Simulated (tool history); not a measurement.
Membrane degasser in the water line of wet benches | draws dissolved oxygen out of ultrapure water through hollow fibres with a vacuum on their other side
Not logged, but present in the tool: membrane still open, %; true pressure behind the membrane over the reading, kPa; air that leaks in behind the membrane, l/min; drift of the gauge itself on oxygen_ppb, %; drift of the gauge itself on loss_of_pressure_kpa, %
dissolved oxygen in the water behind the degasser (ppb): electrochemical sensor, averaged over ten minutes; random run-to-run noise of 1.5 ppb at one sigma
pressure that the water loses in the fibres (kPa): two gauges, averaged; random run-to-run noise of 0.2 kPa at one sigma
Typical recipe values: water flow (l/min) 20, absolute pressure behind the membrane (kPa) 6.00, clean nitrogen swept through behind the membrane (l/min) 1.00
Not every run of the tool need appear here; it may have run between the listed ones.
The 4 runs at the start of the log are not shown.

run     day  water flow (l/min)  absolute pressure behind the membrane (kPa)  clean nitrogen swept through behind the membrane (l/min)  hours since the membrane was changed  hours since the vacuum gauge was calibrated  hours since the vacuum lines were made tight  dissolved oxygen in the water behind the degasser (ppb)  pressure that the water loses in the fibres (kPa)
  5   7.042                  20                                         9.28                                                      1.00                                  2577                                         7028                                         11175                                                    356.0                                              64.53
  6   9.354                  20                                         6.00                                                      1.00                                  2633                                         7084                                         11230                                                    219.5                                              65.05
  7  11.279                  20                                         6.00                                                      1.00                                  2679                                         7130                                         11277                                                    218.2                                              64.69
  8  13.746                  19                                         6.00                                                      1.00                                  2738                                         7189                                         11336                                                    203.3                                              61.34
  9  14.962                  19                                         6.00                                                      1.00                                  2768                                         7218                                         11365                                                    203.7                                              61.68
 10  16.054                  19                                         6.00                                                      1.00                                  2794                                         7244                                         11391                                                    204.0                                              61.46
 11  18.317                  20                                         6.00                                                      1.00                                  2848                                         7299                                         11446                                                    220.5                                              64.72
 12  19.988                  20                                         6.00                                                      1.00                                  2888                                         7339                                         11486                                                    220.8                                              64.40
 13  21.058                  20                                         6.00                                                      1.00                                  2914                                         7364                                         11511                                                    220.9                                              64.52
 14  22.425                  20                                         6.00                                                      1.00                                  2947                                         7397                                         11544                                                    220.6                                              64.87
 15  24.929                  20                                         6.00                                                      1.00                                  3007                                         7457                                         11604                                                    219.9                                              64.63
 16  27.354                  20                                         6.00                                                      1.00                                  3065                                         7515                                         11662                                                    222.5                                              64.32
     28.283  -- seals of the vacuum lines changed
 17  28.625                  20                                         6.00                                                      1.54                                  3094                                         7544                                             8                                                    180.0                                              64.86

Estimate the outcome of run 18 from the log above:
 18  30.679                  20                                         5.26                                                      1.65                                  3143                                         7593                                            57                                                        ?                                                  ?

{"run 18": {"dissolved oxygen in the water behind the degasser (ppb)": 151.1, "pressure that the water loses in the fibres (kPa)": 64.34}}
Were there no unlogged condition in the tool, this run, its random variation unchanged, would have produced dissolved oxygen in the water behind the degasser (ppb) 141.5, pressure that the water loses in the fibres (kPa) 63.69.
